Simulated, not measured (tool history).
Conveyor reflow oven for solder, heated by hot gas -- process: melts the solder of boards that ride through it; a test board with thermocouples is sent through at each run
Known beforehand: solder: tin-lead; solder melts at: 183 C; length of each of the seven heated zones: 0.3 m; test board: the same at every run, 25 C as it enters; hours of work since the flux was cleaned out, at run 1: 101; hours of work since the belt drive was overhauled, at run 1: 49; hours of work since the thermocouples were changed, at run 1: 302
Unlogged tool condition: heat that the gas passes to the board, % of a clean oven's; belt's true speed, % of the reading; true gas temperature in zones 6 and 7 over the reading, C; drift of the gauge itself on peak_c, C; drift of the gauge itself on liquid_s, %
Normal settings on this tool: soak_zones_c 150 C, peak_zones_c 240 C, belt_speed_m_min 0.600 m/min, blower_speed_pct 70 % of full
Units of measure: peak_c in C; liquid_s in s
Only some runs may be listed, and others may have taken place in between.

run,hour,soak_zones_c,peak_zones_c,belt_speed_m_min,blower_speed_pct,hours of work since the flux was cleaned out,hours of work since the belt drive was overhauled,hours of work since the thermocouples were changed,peak_c,liquid_s
1,0.0,150,240,0.600,70,101,49,302,221.3,50.2
2,30.8,150,230,0.600,70,122,70,323,213.2,45.3
3,82.3,150,230,0.600,70,157,105,358,212.9,45.4
4,147.5,150,230,0.600,70,202,150,403,213.1,45.5
# hour 161.8: flux residue cleaned out of gas plates and filters
5,183.3,150,244,0.600,70,15,171,424,224.7,52.0
6,219.6,150,244,0.600,70,40,196,449,224.5,52.3
7,282.8,150,240,0.600,70,83,239,492,221.9,50.9
8,344.5,150,240,0.600,70,125,281,534,221.6,50.4
9,408.6,150,240,0.600,75,169,325,578,222.5,51.0
10,446.0,150,240,0.600,75,195,351,604,222.0,51.2
# hour 475.6: flux residue cleaned out of gas plates and filters
11,479.1,150,240,0.600,75,2,370,623,222.5,50.9
12,511.9,150,240,0.632,70,25,392,645,219.3,46.5
13,539.0,150,240,0.632,70,43,411,664,219.6,46.6
14,585.9,150,236,0.671,67,76,443,696,214.0,40.3
15,642.5,151,240,0.549,70,114,482,735,224.3,57.2
16,694.9,151,240,0.594,86,150,518,771,224.3,53.2
17,725.0,152,240,0.594,81,171,538,791,224.0,53.0
# hour 785.7: flux residue cleaned out of gas plates and filters
18,792.3,161,233,0.700,64,4,581,834,212.2,41.1
19,851.8,156,247,0.667,70,45,622,875,224.6,48.6
20,893.1,156,247,0.667,70,74,650,903,224.6,48.7
21,936.9,150,228,0.600,54,104,680,933,208.3,41.4
22,979.0,150,228,0.600,54,132,709,962,208.6,41.3
23,1018.3,150,228,0.671,61,159,736,989,206.4,35.0
24,1051.4,161,244,0.481,61,182,759,1012,231.7,73.7
25,1087.4,155,238,0.548,71,207,783,1036,223.6,58.7

How the hidden state differs across the entries between the runs, from the last listed run before each to the first after it:
From run 4 to run 5: flux residue cleaned out of gas plates and filters (hour 161.8)
  heat that the gas passes to the board, % of a clean oven's: 99.7 -> 100
From run 10 to run 11: flux residue cleaned out of gas plates and filters (hour 475.6)
  heat that the gas passes to the board, % of a clean oven's: 99.7 -> 100; belt's true speed, % of the reading: 99.98 -> 99.97
From run 17 to run 18: flux residue cleaned out of gas plates and filters (hour 785.7)
  heat that the gas passes to the board, % of a clean oven's: 99.7 -> 100; true gas temperature in zones 6 and 7 over the reading, C: 0.09 -> 0.1

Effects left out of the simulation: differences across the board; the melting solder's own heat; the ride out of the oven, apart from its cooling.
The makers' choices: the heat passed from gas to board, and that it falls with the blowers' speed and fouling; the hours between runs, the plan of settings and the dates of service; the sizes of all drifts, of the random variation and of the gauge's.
